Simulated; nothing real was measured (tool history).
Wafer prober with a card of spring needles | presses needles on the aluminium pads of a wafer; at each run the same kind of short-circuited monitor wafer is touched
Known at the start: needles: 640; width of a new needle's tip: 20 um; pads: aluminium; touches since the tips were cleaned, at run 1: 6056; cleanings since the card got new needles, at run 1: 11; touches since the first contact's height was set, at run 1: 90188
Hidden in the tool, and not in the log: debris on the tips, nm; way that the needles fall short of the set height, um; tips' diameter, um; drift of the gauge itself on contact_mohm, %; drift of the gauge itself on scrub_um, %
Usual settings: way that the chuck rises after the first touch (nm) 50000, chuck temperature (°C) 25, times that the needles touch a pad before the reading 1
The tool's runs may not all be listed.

run   hour  way that the chuck rises after the first touch (nm)  chuck temperature (°C)  times that the needles touch a pad before the reading  touches since the tips were cleaned  cleanings since the card got new needles  touches since the first contact's height was set  resistance of one needle with its contact and lead (mohm)  way that a needle slides on the pad (nm)
  1      0                                                50000                      25                                                      1                                 6056                                        11                                             90188                                                        866                                      7310
         2  -- tips cleaned on abrasive film
  2   15.3                                                50000                      25                                                      1                                 5002                                        12                                             95893                                                       1244                                      7200
      20.7  -- tips cleaned on abrasive film
      38.3  -- tips cleaned on abrasive film
  3   45.6                                                50000                      25                                                      1                                 2712                                        14                                            107142                                                        681                                      7180
        56  -- tips cleaned on abrasive film
  4   69.1                                                50000                      25                                                      1                                 4907                                        15                                            115925                                                        864                                      7140
      74.5  -- tips cleaned on abrasive film
  5   89.1                                                44000                      25                                                      1                                 5465                                        16                                            123350                                                       1081                                      6310
        94  -- tips cleaned on abrasive film
  6  110.4                                                44000                      25                                                      3                                 6132                                        17                                            131302                                                        587                                      6270
     113.1  -- tips cleaned on abrasive film
     131.1  -- tips cleaned on abrasive film
  7  132.5                                                44000                      25                                                      3                                  538                                        19                                            139505                                                        309                                      6270
     149.6  -- tips cleaned on abrasive film
  8  151.7                                                44000                      25                                                      3                                  795                                        20                                            146674                                                        349                                      6230
     160.1  -- tips cleaned on abrasive film, once more
  9  171.8                                                50000                      65                                                      1                                 4401                                        21                                            154154                                                        820                                      7100
     178.6  -- tips cleaned on abrasive film
 10    184                                                50000                      65                                                      1                                 2031                                        22                                            158683                                                        552                                      7110
     197.4  -- tips cleaned on abrasive film
 11  205.7                                                50000                      25                                                      2                                 3113                                        23                                            166766                                                        540                                      7100
     214.8  -- tips cleaned on abrasive film
 12    222                                                50000                      25                                                      2                                 2694                                        24                                            172847                                                        505                                      7080
     232.9  -- tips cleaned on abrasive film
 13  239.1                                                50000                     101                                                      1                                 2326                                        25                                            179213                                                        586                                      7180
     250.6  -- tips cleaned on abrasive film
 14  252.3                                                50000                      25                                                      1                                  607                                        26                                            184092                                                        445                                      7070
     269.3  -- tips cleaned on abrasive film
 15  277.9                                                50000                      25                                                      1                                 3229                                        27                                            193652                                                        775                                      7030
     287.7  -- tips cleaned on abrasive film
       306  -- tips cleaned on abrasive film
 16  306.9                                                50000                      25                                                      1                                  322                                        29                                            204434                                                        344                                      7020
     323.9  -- tips cleaned on abrasive film
 17  329.9                                                48000                      25                                                      2                                 2240                                        30                                            213021                                                        489                                      6770
       342  -- tips cleaned on abrasive film
     359.9  -- tips cleaned on abrasive film
 18  359.9                                                48000                      25                                                      2                                    0                                        32                                            224190                                                        292                                      6740
     378.8  -- tips cleaned on abrasive film
 19    383                                                48000                      25                                                      2                                 1554                                        33                                            232775                                                        459                                      6650
 20  395.2                                                48000                      25                                                      2                                 6128                                        33                                            237349                                                        734                                      6650
       397  -- tips cleaned on abrasive film
     403.5  -- height of the first contact set anew
 21  408.9                                                67000                     104                                                      1                                 4367                                        34                                              2014                                                        544                                      9860
     415.5  -- tips cleaned on abrasive film
 22  431.7                                                67000                     104                                                      1                                 6055                                        35                                             10510                                                        610                                      9890
     433.7  -- tips cleaned on abrasive film
 23  444.1                                                67000                     104                                                      1                                 3898                                        36                                             15114                                                        553                                      9920
     452.4  -- tips cleaned on abrasive film
     470.8  -- tips cleaned on abrasive film
 24  474.3                                                38000                      25                                                      2                                 1318                                        38                                             26353                                                        529                                      5540
     488.5  -- tips cleaned on abrasive film
 25  493.5                                                37000                      25                                                      1                                 1866                                        39                                             33492                                                        838                                      5470
     507.4  -- tips cleaned on abrasive film
 26  520.5                                                50000                      25                                                      3                                 4901                                        40                                             43555                                                        466                                      7350
     525.8  -- tips cleaned on abrasive film
 27  533.3                                                38000                      99                                                      1                                 2823                                        41                                             48339                                                        934                                      5570
     543.9  -- tips cleaned on abrasive film
 28  556.7                                                38000                      99                                                      1                                 4830                                        42                                             57070                                                       1212                                      5590
     561.6  -- tips cleaned on abrasive film
 29  578.7                                                38000                      99                                                      1                                 6400                                        43                                             65249                                                       1388                                      5510
     581.2  -- tips cleaned on abrasive film
 30  592.2                                                38000                      99                                                      1                                 4125                                        44                                             70268                                                       1209                                      5490
     598.9  -- tips cleaned on abrasive film
     616.8  -- tips cleaned on abrasive film
 31  616.8                                                32000                      25                                                      1                                    0                                        46                                             79403                                                        350                                      4640
     634.3  -- tips cleaned on abrasive film
 32  636.5                                                68000                      25                                                      1                                  832                                        47                                             86750                                                        372                                      9960

Hidden state or all else? Some run-to-run changes of resistance of one needle with its contact and lead (mohm), split into what the settings, what came in and random variation would give without the hidden state, and what is left for the hidden state (with any gauge scatter that isn't in both results):
Run 2 -> 3: tips cleaned on abrasive film, tips cleaned on abrasive film. resistance of one needle with its contact and lead (mohm) -563: hidden state -567, all else +4.
Run 5 -> 6: times that the needles touch a pad before the reading 1 -> 3, tips cleaned on abrasive film. resistance of one needle with its contact and lead (mohm) -494: hidden state -493, all else -1.
Run 30 -> 31: way that the chuck rises after the first touch (nm) 38000 -> 32000, chuck temperature (°C) 99 -> 25, tips cleaned on abrasive film, tips cleaned on abrasive film. resistance of one needle with its contact and lead (mohm) -859: hidden state -838, all else -21.
